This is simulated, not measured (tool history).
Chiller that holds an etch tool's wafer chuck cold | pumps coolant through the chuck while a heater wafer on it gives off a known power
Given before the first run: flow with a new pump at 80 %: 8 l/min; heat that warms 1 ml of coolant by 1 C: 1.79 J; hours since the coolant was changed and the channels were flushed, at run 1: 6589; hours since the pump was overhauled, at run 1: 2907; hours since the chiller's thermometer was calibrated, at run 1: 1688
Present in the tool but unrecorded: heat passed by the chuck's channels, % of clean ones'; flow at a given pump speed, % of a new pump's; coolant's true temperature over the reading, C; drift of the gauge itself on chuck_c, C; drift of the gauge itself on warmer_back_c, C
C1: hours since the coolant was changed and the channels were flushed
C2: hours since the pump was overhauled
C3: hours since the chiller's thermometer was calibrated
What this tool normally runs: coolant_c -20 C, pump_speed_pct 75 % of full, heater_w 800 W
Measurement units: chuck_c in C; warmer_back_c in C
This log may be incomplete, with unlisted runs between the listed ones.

Run 1, hour 0: usual settings; C1 6589; C2 2907; C3 1688. Result: chuck_c -13.84 C, warmer_back_c 3.62 C.
Run 2, hour 114.5: usual settings; C1 6704; C2 3022; C3 1802. Result: chuck_c -13.94 C, warmer_back_c 3.63 C.
Run 3, hour 199.5: usual settings; C1 6789; C2 3107; C3 1887. Result: chuck_c -13.77 C, warmer_back_c 3.65 C.
Run 4, hour 310.9: usual settings but coolant_c -15 C; C1 6900; C2 3218; C3 1999. Result: chuck_c -8.68 C, warmer_back_c 3.64 C.
Run 5, hour 416.5: usual settings but coolant_c -15 C; C1 7006; C2 3324; C3 2104. Result: chuck_c -8.95 C, warmer_back_c 3.65 C.
Run 6, hour 535.5: usual settings but coolant_c -15 C; C1 7125; C2 3443; C3 2223. Result: chuck_c -8.8 C, warmer_back_c 3.68 C.
Run 7, hour 652.9: usual settings but coolant_c -15 C; C1 7242; C2 3560; C3 2341. Result: chuck_c -8.87 C, warmer_back_c 3.65 C.
At hour 734.4: chiller's thermometer calibrated.
Run 8, hour 753.7: usual settings; C1 7342; C2 3660; C3 19. Result: chuck_c -13.61 C, warmer_back_c 3.69 C.
At hour 778.7: coolant changed, channels flushed.
Run 9, hour 859.7: usual settings; C1 81; C2 3760; C3 119. Result: chuck_c -14.04 C, warmer_back_c 3.66 C.
Run 10, hour 989.9: usual settings but heater_w 703 W; C1 211; C2 3890; C3 250. Result: chuck_c -14.63 C, warmer_back_c 3.26 C.
Run 11, hour 1075: usual settings but coolant_c -29 C, heater_w 703 W; C1 296; C2 3975; C3 335. Result: chuck_c -23.6 C, warmer_back_c 3.23 C.
Run 12, hour 1194.4: usual settings but coolant_c -29 C, heater_w 703 W; C1 416; C2 4095; C3 454. Result: chuck_c -23.6 C, warmer_back_c 3.23 C.
Run 13, hour 1304.1: usual settings but coolant_c -29 C, heater_w 703 W; C1 525; C2 4205; C3 564. Result: chuck_c -23.75 C, warmer_back_c 3.23 C.
Run 14, hour 1357.1: usual settings but coolant_c -19 C, heater_w 647 W; C1 578; C2 4257; C3 617. Result: chuck_c -14.21 C, warmer_back_c 3.01 C.
Run 15, hour 1413.5: usual settings but heater_w 1150 W; C1 635; C2 4314; C3 673. Result: chuck_c -11.18 C, warmer_back_c 5.26 C.
Run 16, hour 1488.2: usual settings but heater_w 1150 W; C1 710; C2 4389; C3 748. Result: chuck_c -11.24 C, warmer_back_c 5.27 C.
Run 17, hour 1609.4: usual settings but pump_speed_pct 97 % of full; C1 831; C2 4510; C3 869. Result: chuck_c -15 C, warmer_back_c 2.83 C.
Run 18, hour 1720.3: usual settings but pump_speed_pct 97 % of full; C1 942; C2 4621; C3 980. Result: chuck_c -15.08 C, warmer_back_c 2.84 C.

What does the tool deliver on the next run?
Run 19, hour 1836: usual settings but coolant_c -27 C, pump_speed_pct 99 % of full, heater_w 947 W; C1 1057; C2 4736; C3 1096. Result: chuck_c ?, warmer_back_c ?.

{"run 19": {"chuck_c": -21.08, "warmer_back_c": 3.26}}
Without the tool's hidden state the same run would have given chuck_c -21.16 C, warmer_back_c 3.16 C.
